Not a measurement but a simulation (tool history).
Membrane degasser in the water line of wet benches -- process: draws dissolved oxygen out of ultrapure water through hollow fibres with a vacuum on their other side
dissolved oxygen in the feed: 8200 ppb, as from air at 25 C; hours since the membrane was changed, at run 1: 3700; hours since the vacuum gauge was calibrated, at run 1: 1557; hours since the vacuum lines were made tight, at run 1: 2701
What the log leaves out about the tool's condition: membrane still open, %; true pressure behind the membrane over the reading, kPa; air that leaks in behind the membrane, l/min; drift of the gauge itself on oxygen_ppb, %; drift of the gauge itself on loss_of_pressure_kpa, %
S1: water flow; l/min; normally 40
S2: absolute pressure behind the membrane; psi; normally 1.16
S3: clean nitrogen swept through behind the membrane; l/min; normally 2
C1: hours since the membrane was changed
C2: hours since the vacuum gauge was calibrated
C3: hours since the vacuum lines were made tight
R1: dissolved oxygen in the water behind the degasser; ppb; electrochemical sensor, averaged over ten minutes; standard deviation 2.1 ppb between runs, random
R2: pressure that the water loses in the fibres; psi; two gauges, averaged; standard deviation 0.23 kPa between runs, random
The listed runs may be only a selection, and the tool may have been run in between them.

Run 1, hour 0: usual settings; C1 3700; C2 1557; C3 2701. Result: R1 212.8 ppb, R2 8.557 psi.
Run 2, hour 231.7: usual settings; C1 3932; C2 1789; C3 2933. Result: R1 217.1 ppb, R2 8.495 psi.
Run 3, hour 345.5: usual settings; C1 4046; C2 1903; C3 3047. Result: R1 212.1 ppb, R2 8.549 psi.
Run 4, hour 579.9: usual settings but S2 0.835 psi; C1 4280; C2 2137; C3 3281. Result: R1 116.9 ppb, R2 8.463 psi.
Run 5, hour 749.3: usual settings but S2 0.835 psi; C1 4450; C2 2307; C3 3451. Result: R1 116.4 ppb, R2 8.369 psi.
Run 6, hour 904.9: usual settings but S3 2.13 l/min; C1 4605; C2 2462; C3 3606. Result: R1 201.7 ppb, R2 8.509 psi.
Run 7, hour 1068.6: usual settings; C1 4769; C2 2626; C3 3770. Result: R1 213.7 ppb, R2 8.396 psi.
Run 8, hour 1248.9: usual settings but S1 26 l/min; C1 4949; C2 2806; C3 3950. Result: R1 144.5 ppb, R2 5.506 psi.
Run 9, hour 1404.2: usual settings but S1 36 l/min, S3 1.97 l/min; C1 5105; C2 2961; C3 4106. Result: R1 195.8 ppb, R2 7.593 psi.
Run 10, hour 1552.3: usual settings but S1 34 l/min, S2 1.272 psi, S3 1.92 l/min; C1 5253; C2 3110; C3 4254. Result: R1 219 ppb, R2 7.146 psi.
Run 11, hour 1788.2: usual settings but S1 57 l/min, S2 1.272 psi, S3 1.92 l/min; C1 5489; C2 3345; C3 4489. Result: R1 348.4 ppb, R2 11.984 psi.
Run 12, hour 2009.4: usual settings but S1 41 l/min, S3 3.07 l/min; C1 5710; C2 3567; C3 4711. Result: R1 148 ppb, R2 8.643 psi.

Forecast run 13:
Run 13, hour 2216.5: usual settings but S1 29 l/min, S3 3.07 l/min; C1 5917; C2 3774; C3 4918. Result: R1 ?, R2 ?.

{"run 13": {"R1": 109.2, "R2": 6.09}}
If the tool had no hidden condition, the same run with the same run-to-run variation would have returned R1 109 ppb, R2 6.184 psi.
